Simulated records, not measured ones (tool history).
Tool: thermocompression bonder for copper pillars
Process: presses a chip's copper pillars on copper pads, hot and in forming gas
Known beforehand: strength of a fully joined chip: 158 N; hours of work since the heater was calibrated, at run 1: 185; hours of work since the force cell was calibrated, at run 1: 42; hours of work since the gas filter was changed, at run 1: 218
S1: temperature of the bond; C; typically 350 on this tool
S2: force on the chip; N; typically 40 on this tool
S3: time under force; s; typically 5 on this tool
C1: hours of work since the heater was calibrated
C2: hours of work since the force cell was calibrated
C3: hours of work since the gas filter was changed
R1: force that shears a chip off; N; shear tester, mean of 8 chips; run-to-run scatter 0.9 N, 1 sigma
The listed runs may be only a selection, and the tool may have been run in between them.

Run 1, hour 0.0: usual settings; C1 185; C2 42; C3 218. Result: R1 70.8 N.
Run 2, hour 8.4: usual settings; C1 191; C2 47; C3 224. Result: R1 70.9 N.
Run 3, hour 15.9: usual settings; C1 195; C2 52; C3 228. Result: R1 70.3 N.
Run 4, hour 27.2: usual settings; C1 202; C2 59; C3 235. Result: R1 69.3 N.
Run 5, hour 35.4: usual settings but S2 49 N; C1 207; C2 64; C3 240. Result: R1 79.3 N.
Run 6, hour 41.0: usual settings but S2 49 N; C1 211; C2 67; C3 244. Result: R1 79.2 N.
Run 7, hour 50.9: usual settings; C1 217; C2 74; C3 250. Result: R1 71.8 N.
Run 8, hour 60.7: usual settings; C1 223; C2 80; C3 256. Result: R1 69.4 N.
Run 9, hour 67.2: usual settings; C1 227; C2 84; C3 260. Result: R1 70.8 N.
Run 10, hour 73.1: usual settings; C1 231; C2 87; C3 264. Result: R1 69.4 N.
Run 11, hour 80.7: usual settings; C1 236; C2 92; C3 269. Result: R1 70.6 N.
Run 12, hour 90.6: usual settings; C1 242; C2 98; C3 275. Result: R1 69.3 N.
Run 13, hour 99.2: usual settings; C1 247; C2 104; C3 280. Result: R1 69.2 N.
Run 14, hour 108.8: usual settings; C1 253; C2 110; C3 286. Result: R1 69.8 N.
Run 15, hour 121.3: usual settings; C1 261; C2 118; C3 294. Result: R1 68.9 N.
Run 16, hour 134.4: usual settings; C1 269; C2 126; C3 302. Result: R1 68.9 N.
Run 17, hour 145.8: usual settings; C1 276; C2 133; C3 309. Result: R1 69.8 N.
Run 18, hour 154.8: usual settings but S2 36 N, S3 14 s; C1 282; C2 138; C3 315. Result: R1 90.5 N.
Run 19, hour 164.3: usual settings but S1 376 C, S2 25 N; C1 288; C2 144; C3 321. Result: R1 62.7 N.
Run 20, hour 172.4: usual settings but S2 30 N, S3 12 s; C1 293; C2 149; C3 326. Result: R1 76.5 N.
At hour 184.8: forming gas filter changed.
Run 21, hour 184.8: usual settings but S1 364 C, S2 49 N, S3 12 s; C1 300; C2 157; C3 0. Result: R1 118.8 N.
Run 22, hour 195.2: usual settings but S1 337 C, S2 35 N, S3 7 s; C1 307; C2 163; C3 6. Result: R1 66.1 N.
Run 23, hour 202.4: usual settings but S1 362 C, S2 34 N, S3 10 s; C1 311; C2 168; C3 11. Result: R1 93.3 N.
Run 24, hour 210.8: usual settings but S1 338 C, S2 34 N, S3 8 s; C1 316; C2 173; C3 16. Result: R1 69.3 N.
Run 25, hour 222.4: usual settings but S1 338 C, S2 34 N, S3 8 s; C1 323; C2 180; C3 23. Result: R1 68.4 N.
Run 26, hour 234.9: usual settings but S1 325 C, S2 24 N, S3 13 s; C1 331; C2 188; C3 31. Result: R1 56.6 N.
Run 27, hour 244.8: usual settings but S1 325 C, S2 24 N, S3 13 s; C1 337; C2 194; C3 37. Result: R1 53.6 N.
Run 28, hour 253.2: usual settings but S1 367 C, S3 3 s; C1 343; C2 199; C3 43. Result: R1 70.0 N.
Run 29, hour 263.3: usual settings but S1 347 C, S2 38 N, S3 4 s; C1 349; C2 206; C3 49. Result: R1 62.5 N.
Run 30, hour 275.2: usual settings but S1 347 C, S2 38 N, S3 4 s; C1 356; C2 213; C3 56. Result: R1 62.4 N.
Run 31, hour 287.7: usual settings but S1 375 C, S3 10 s; C1 364; C2 221; C3 64. Result: R1 111.8 N.
Run 32, hour 297.8: usual settings but S1 375 C, S3 10 s; C1 370; C2 227; C3 70. Result: R1 110.4 N.
Run 33, hour 311.0: usual settings but S1 375 C, S2 35 N, S3 10 s; C1 379; C2 235; C3 79. Result: R1 101.4 N.

What differs in the tool's unlogged condition from the final listed run ahead of each entry between runs to the first listed run following it?
Between runs 20 and 21: forming gas filter changed (hour 184.8)
  oxide that the forming gas leaves, % of the face: 6.71 -> 0.6
  difference, measured minus the result without the unlogged condition, R1: -6.3 -> -1.3 N

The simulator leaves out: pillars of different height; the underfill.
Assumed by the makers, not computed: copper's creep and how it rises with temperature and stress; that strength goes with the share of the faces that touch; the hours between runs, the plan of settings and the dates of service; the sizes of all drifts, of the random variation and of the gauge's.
